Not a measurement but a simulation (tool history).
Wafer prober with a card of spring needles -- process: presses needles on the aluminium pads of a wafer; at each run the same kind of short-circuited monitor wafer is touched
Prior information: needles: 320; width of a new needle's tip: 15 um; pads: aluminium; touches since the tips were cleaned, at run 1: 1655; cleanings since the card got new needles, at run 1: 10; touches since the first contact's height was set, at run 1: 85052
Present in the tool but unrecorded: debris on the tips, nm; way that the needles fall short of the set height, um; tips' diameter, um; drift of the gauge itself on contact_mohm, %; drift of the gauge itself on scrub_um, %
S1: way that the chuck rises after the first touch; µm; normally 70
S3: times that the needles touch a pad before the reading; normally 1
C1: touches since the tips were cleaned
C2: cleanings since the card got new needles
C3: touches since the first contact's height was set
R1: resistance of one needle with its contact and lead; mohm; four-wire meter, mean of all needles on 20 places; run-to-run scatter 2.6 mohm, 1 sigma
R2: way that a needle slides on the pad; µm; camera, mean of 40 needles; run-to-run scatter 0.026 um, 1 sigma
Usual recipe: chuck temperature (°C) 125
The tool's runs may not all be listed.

Run 1, day 0: usual settings; C1 1655; C2 10; C3 85052. Result: R1 368 mohm, R2 9.9 µm.
At day 0.708: tips cleaned on abrasive film.
Run 2, day 1.071: usual settings; C1 3395; C2 11; C3 95014. Result: R1 435 mohm, R2 9.86 µm.
At day 1.504: tips cleaned on abrasive film.
Run 3, day 1.854: usual settings; C1 3231; C2 12; C3 102243. Result: R1 412 mohm, R2 9.86 µm.
At day 2.408: tips cleaned on abrasive film.
Run 4, day 2.958: usual settings but S1 86 µm; C1 5141; C2 13; C3 112513. Result: R1 389 mohm, R2 12.12 µm.
At day 3.1: tips cleaned on abrasive film, once more.
Run 5, day 3.738: usual settings but S1 86 µm, chuck temperature (°C) 109; C1 5944; C2 14; C3 119756. Result: R1 387 mohm, R2 12.11 µm.
At day 3.971: tips cleaned on abrasive film.
Run 6, day 4.729: usual settings but S1 67 µm, chuck temperature (°C) 109; C1 7059; C2 15; C3 128929. Result: R1 446 mohm, R2 9.35 µm.
At day 4.796: tips cleaned on abrasive film.
At day 5.221: height of the first contact set anew.
Run 7, day 5.283: usual settings; C1 4451; C2 16; C3 588. Result: R1 414 mohm, R2 10.04 µm.
At day 5.608: tips cleaned on abrasive film.
Run 8, day 6.038: usual settings but S1 79 µm; C1 3999; C2 17; C3 7584. Result: R1 394 mohm, R2 11.3 µm.
At day 6.429: tips cleaned on abrasive film.
Run 9, day 6.8: usual settings but S1 79 µm; C1 3472; C2 18; C3 14633. Result: R1 387 mohm, R2 11.21 µm.
At day 7.233: tips cleaned on abrasive film.
Run 10, day 7.8: usual settings but S1 79 µm, chuck temperature (°C) 28; C1 5283; C2 19; C3 23917. Result: R1 387 mohm, R2 11.24 µm.
At day 8.083: tips cleaned on abrasive film.
Run 11, day 8.629: usual settings but S1 79 µm, chuck temperature (°C) 28; C1 5085; C2 20; C3 31605. Result: R1 391 mohm, R2 11.21 µm.
At day 8.9: tips cleaned on abrasive film.
Run 12, day 9.575: usual settings but S1 79 µm, chuck temperature (°C) 28; C1 6292; C2 21; C3 40391. Result: R1 390 mohm, R2 11.17 µm.
At day 9.742: tips cleaned on abrasive film.
Run 13, day 10.383: usual settings but S1 79 µm, chuck temperature (°C) 28; C1 5977; C2 22; C3 47885. Result: R1 397 mohm, R2 11.22 µm.
At day 10.558: tips cleaned on abrasive film.
Run 14, day 11.308: usual settings but S1 79 µm, chuck temperature (°C) 28; C1 6989; C2 23; C3 56487. Result: R1 396 mohm, R2 11.15 µm.
At day 11.379: tips cleaned on abrasive film.
Run 15, day 11.946: usual settings but S1 79 µm, chuck temperature (°C) 28; C1 5266; C2 24; C3 62374. Result: R1 397 mohm, R2 11.21 µm.
At day 12.212: tips cleaned on abrasive film.
At day 13.021: tips cleaned on abrasive film.
Run 16, day 13.021: usual settings but S1 79 µm, chuck temperature (°C) 28; C1 0; C2 26; C3 72312. Result: R1 281 mohm, R2 11.17 µm.
At day 13.875: tips cleaned on abrasive film.
Run 17, day 13.875: usual settings; C1 0; C2 27; C3 80264. Result: R1 315 mohm, R2 9.85 µm.
At day 14.721: tips cleaned on abrasive film.
Run 18, day 14.988: usual settings; C1 2481; C2 28; C3 90592. Result: R1 407 mohm, R2 9.8 µm.
At day 15.596: tips cleaned on abrasive film.
Run 19, day 15.629: usual settings; C1 297; C2 29; C3 96527. Result: R1 326 mohm, R2 9.81 µm.
Run 20, day 16.225: usual settings but S1 51 µm, chuck temperature (°C) 93, S3 2; C1 5859; C2 29; C3 102089. Result: R1 449 mohm, R2 7.1 µm.
At day 16.425: tips cleaned on abrasive film.
Run 21, day 16.896: usual settings but S1 51 µm, chuck temperature (°C) 93, S3 2; C1 4407; C2 30; C3 108304. Result: R1 440 mohm, R2 7.13 µm.
At day 17.3: tips cleaned on abrasive film.
At day 18.125: tips cleaned on abrasive film.
Run 22, day 18.125: usual settings but S1 57 µm, chuck temperature (°C) 46; C1 0; C2 32; C3 119690. Result: R1 303 mohm, R2 7.94 µm.
Run 23, day 18.725: usual settings but S1 81 µm, chuck temperature (°C) 39, S3 2; C1 5570; C2 32; C3 125260. Result: R1 343 mohm, R2 11.35 µm.

The next listed run, before its measurement:
At day 18.962: tips cleaned on abrasive film.
Run 24, day 19.233: usual settings but S1 73 µm, chuck temperature (°C) 104, S3 2; C1 2528; C2 33; C3 129983. Result: R1 ?, R2 ?.

For run 24 the tool returned R1 358 mohm, R2 10.22 µm.
Had the tool carried no hidden state, the very same run would have given R1 296 mohm, R2 10.41 µm.
